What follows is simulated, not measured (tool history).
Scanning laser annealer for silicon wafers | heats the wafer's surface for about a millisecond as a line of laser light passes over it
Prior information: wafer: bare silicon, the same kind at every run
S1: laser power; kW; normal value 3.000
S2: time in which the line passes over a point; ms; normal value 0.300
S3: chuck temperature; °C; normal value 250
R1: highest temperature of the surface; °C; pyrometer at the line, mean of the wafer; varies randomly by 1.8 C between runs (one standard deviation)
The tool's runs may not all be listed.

{"run": 1, "hour": 0.0, "S1": 3.0, "S2": 0.3, "S3": 250, "R1": 941}
{"run": 2, "hour": 69.7, "S1": 3.0, "S2": 0.219, "S3": 250, "R1": 831}
{"run": 3, "hour": 128.0, "S1": 3.0, "S2": 0.219, "S3": 250, "R1": 829}
{"run": 4, "hour": 162.6, "S1": 3.0, "S2": 0.219, "S3": 250, "R1": 834}
{"run": 5, "hour": 199.8, "S1": 3.0, "S2": 0.219, "S3": 250, "R1": 827}
{"run": 6, "hour": 240.2, "S1": 3.0, "S2": 0.3, "S3": 250, "R1": 939}
{"hour": 293.1, "done": "optics aligned, line set to its width"}
{"run": 7, "hour": 298.5, "S1": 3.205, "S2": 0.212, "S3": 246, "R1": 846}
{"run": 8, "hour": 347.2, "S1": 3.118, "S2": 0.221, "S3": 252, "R1": 848}
{"run": 9, "hour": 384.8, "S1": 2.795, "S2": 0.221, "S3": 261, "R1": 792}
{"hour": 418.7, "done": "optics aligned, line set to its width, once more"}
{"run": 10, "hour": 431.4, "S1": 2.795, "S2": 0.221, "S3": 261, "R1": 805}
{"run": 11, "hour": 502.4, "S1": 2.795, "S2": 0.221, "S3": 261, "R1": 802}

3 ways to go on from here, each from the tool as it stands after run 11. What would each give?
{"run": "A", "hour": 570.1, "S1": 3.05, "S2": 0.217, "S3": 247, "R1": "?"}
{"run": "B", "hour": 570.1, "S1": 3.198, "S2": 0.3, "S3": 250, "R1": "?"}
{"run": "C", "hour": 570.1, "S1": 3.025, "S2": 0.356, "S3": 280, "R1": "?"}

run=A R1=827
run=B R1=979
run=C R1=1040
With the hidden condition removed and each run's random variation left untouched, the same runs would have given:
run=A R1=856
run=B R1=1015
run=C R1=1077
